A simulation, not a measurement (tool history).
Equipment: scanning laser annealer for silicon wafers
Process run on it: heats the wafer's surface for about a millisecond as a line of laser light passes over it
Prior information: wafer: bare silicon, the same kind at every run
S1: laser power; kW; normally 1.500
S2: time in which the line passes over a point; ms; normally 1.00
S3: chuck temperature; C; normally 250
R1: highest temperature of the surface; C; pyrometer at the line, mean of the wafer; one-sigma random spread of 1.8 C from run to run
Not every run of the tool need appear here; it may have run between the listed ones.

| run | hour | S1 | S2 | S3 | R1 |
|---|---|---|---|---|---|
| 1 | 0.0 | 1.500 | 1.00 | 250 | 955 |
| 2 | 12.9 | 1.500 | 1.03 | 250 | 964 |
| 3 | 23.1 | 1.500 | 1.03 | 214 | 929 |
| 4 | 43.0 | 1.500 | 1.00 | 281 | 983 |
| 5 | 59.1 | 1.500 | 1.00 | 211 | 914 |
| 6 | 68.8 | 1.500 | 1.00 | 211 | 914 |
| 7 | 80.8 | 1.500 | 1.00 | 211 | 914 |
| 8 | 97.5 | 1.500 | 1.00 | 211 | 913 |
| 9 | 113.3 | 1.500 | 1.00 | 211 | 912 |
| 10 | 127.2 | 1.500 | 1.00 | 211 | 916 |
| 11 | 135.3 | 1.500 | 1.00 | 273 | 978 |
| 12 | 153.1 | 1.500 | 1.00 | 273 | 976 |
| 13 | 167.5 | 1.500 | 1.00 | 273 | 974 |
| 14 | 175.8 | 1.500 | 1.00 | 273 | 976 |
| 15 | 191.8 | 1.500 | 1.00 | 273 | 973 |
| 16 | 203.6 | 1.500 | 1.00 | 273 | 976 |
| 17 | 217.1 | 1.500 | 1.00 | 273 | 968 |
| 18 | 225.5 | 1.397 | 1.00 | 273 | 923 |
| 19 | 239.1 | 1.500 | 1.18 | 250 | 1006 |
| 20 | 256.0 | 1.500 | 1.18 | 250 | 1003 |
| 21 | 272.2 | 1.500 | 1.18 | 250 | 1002 |
| 22 | 287.4 | 1.520 | 1.10 | 287 | 1025 |
| 23 | 300.9 | 1.520 | 1.10 | 287 | 1031 |
| 24 | 314.9 | 1.301 | 0.81 | 263 | 810 |
| 25 | 325.2 | 1.298 | 0.71 | 237 | 751 |
| 26 | 339.3 | 1.285 | 1.00 | 250 | 847 |
|  | 342.8 | window over the wafer cleaned |
| 27 | 353.4 | 1.285 | 1.00 | 250 | 836 |
| 28 | 362.1 | 1.500 | 1.12 | 248 | 971 |
| 29 | 380.4 | 1.448 | 1.12 | 240 | 934 |
| 30 | 390.2 | 1.413 | 0.89 | 240 | 848 |
| 31 | 408.1 | 1.413 | 0.89 | 240 | 847 |
| 32 | 418.3 | 1.436 | 0.86 | 256 | 864 |
| 33 | 436.9 | 1.436 | 1.09 | 251 | 932 |
| 34 | 454.3 | 1.436 | 1.09 | 251 | 932 |
|  | 463.7 | window over the wafer cleaned, once more |
| 35 | 471.0 | 1.487 | 0.94 | 251 | 947 |
| 36 | 480.1 | 1.344 | 0.90 | 249 | 871 |
| 37 | 496.0 | 1.358 | 1.07 | 236 | 916 |
| 38 | 515.0 | 1.309 | 1.11 | 233 | 902 |
| 39 | 533.3 | 1.309 | 1.11 | 233 | 898 |
| 40 | 552.9 | 1.500 | 0.85 | 250 | 924 |
| 41 | 569.6 | 1.500 | 0.85 | 250 | 921 |

Predict each of these 4 candidate next runs independently; none follows another, all start after run 41:
| A | 581.8 | 1.467 | 0.89 | 253 | ? |
| B | 581.8 | 1.454 | 0.88 | 216 | ? |
| C | 581.8 | 1.348 | 0.94 | 250 | ? |
| D | 581.8 | 1.495 | 0.82 | 251 | ? |

| run | R1 |
|---|---|
| A | 923 |
| B | 877 |
| C | 885 |
| D | 910 |
What these runs would have given with no unlogged condition in the tool:
| run | R1 |
|---|---|
| A | 934 |
| B | 888 |
| C | 896 |
| D | 921 |
